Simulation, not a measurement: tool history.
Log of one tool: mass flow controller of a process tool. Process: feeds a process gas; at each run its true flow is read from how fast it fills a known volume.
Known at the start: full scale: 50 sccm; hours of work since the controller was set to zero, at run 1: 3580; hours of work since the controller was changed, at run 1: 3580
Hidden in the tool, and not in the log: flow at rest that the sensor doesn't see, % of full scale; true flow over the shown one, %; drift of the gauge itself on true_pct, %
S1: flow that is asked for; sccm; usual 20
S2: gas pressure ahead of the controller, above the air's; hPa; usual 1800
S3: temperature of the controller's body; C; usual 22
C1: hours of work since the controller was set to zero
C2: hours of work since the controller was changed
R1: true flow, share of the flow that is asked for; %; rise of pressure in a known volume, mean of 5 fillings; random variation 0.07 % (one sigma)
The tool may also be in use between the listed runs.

run    hour  S1    S2  S3    C1    C2      R1
  1       0  20  1800  22  3580  3580   98.85
  2   117.5  20  1800  22  3662  3662   98.85
  3   210.4  20  1800  22  3726  3726   99.08
  4   276.9  20  1800  22  3771  3771   98.98
  5   372.6   6  1800  22  3837  3837   98.64
  6   441.6   6  1800  22  3885  3885   98.61
  7   543.1  20  2660  22  3955  3955   99.85
  8   622.3  20  2660  21  4010  4010   99.99
  9   722.5  20  2660  21  4079  4079   99.88
 10   832.2  10  1800  22  4154  4154   98.95
 11   910.2  10  1800  38  4208  4208   98.42
 12  1019.3  10  1800  38  4283  4283   98.42
 13  1148.3  10  1800  38  4372  4372    98.6
 14  1232.8  18  1800  22  4431  4431   99.55
 15  1320.8  20  1800  22  4491  4491    99.7
 16  1393.1  20  1800  32  4541  4541    99.1
 17  1481.8  20  1800  32  4602  4602   99.45
 18  1595.7  20  1800  32  4681  4681   99.43
 19  1679.4  20  1800  32  4739  4739   99.49
 20  1776.4  20  1800  22  4806  4806   99.99
 21  1859.5  12  1800  22  4863  4863   99.79
 22  1944.2  20  1800  22  4921  4921  100.01
 23  2072.6  20  1800  38  5010  5010    99.5
 24  2182.3  16  2130  34  5085  5085   99.91
 25  2313.6  36  1440  34  5176  5176  100.16
 26  2396.9  14  1470  22  5233  5233   99.72
 27  2493.5  14  1470  22  5300  5300   99.76
 28    2584  10  1800  37  5362  5362    99.4
 29  2679.7  10  1800  37  5428  5428   99.57
 30    2746  20  1800  29  5474  5474  100.28
 31  2812.4  20  1800  29  5520  5520  100.37
 32  2908.3   5  1800  22  5586  5586  100.09
 33  3029.2   5  1800  22  5669  5669  100.18
 34  3133.7  37  2330  35  5741  5741  101.31
 35  3256.5  20  1800  30  5826  5826  100.52
 36  3344.9  38  2490  22  5887  5887  102.04
 37    3428  13  2490  25  5944  5944  101.15
 38  3494.1   5  2060  25  5990  5990  100.51
     3501.6  -- gauge calibrated
 39  3561.4  11  1550  36  6036  6036   98.01
 40  3653.1  14  2060  29  6100  6100   98.54
 41    3741   9  2380  29  6160  6160   98.76
 42  3867.2   6  1550  26  6247  6247   98.22
 43  3976.5  27  1560  22  6323  6323   99.33
 44    4047   8  1550  39  6371  6371   98.01

Hidden state or all else? Some run-to-run changes of R1, split into what the settings, what came in and random variation would give without the hidden state, and what is left for the hidden state (with any gauge scatter that isn't in both results):
Run 31 -> 32: S1 20 -> 5, S3 29 -> 22. R1 -0.28 %: hidden state +0.09, all else -0.37.
Run 35 -> 36: S1 20 -> 38, S2 1800 -> 2490, S3 30 -> 22. R1 +1.52 %: hidden state +0.08, all else +1.44.
Run 38 -> 39: S1 5 -> 11, S2 2060 -> 1550, S3 25 -> 36, gauge calibrated. R1 -2.5 %: hidden state -2.11, all else -0.39.
Run 41 -> 42: S1 9 -> 6, S2 2380 -> 1550, S3 29 -> 26. R1 -0.54 %: hidden state +0.09, all else -0.63.
Run 43 -> 44: S1 27 -> 8, S2 1560 -> 1550, S3 22 -> 39. R1 -1.32 %: hidden state +0.06, all else -1.38.
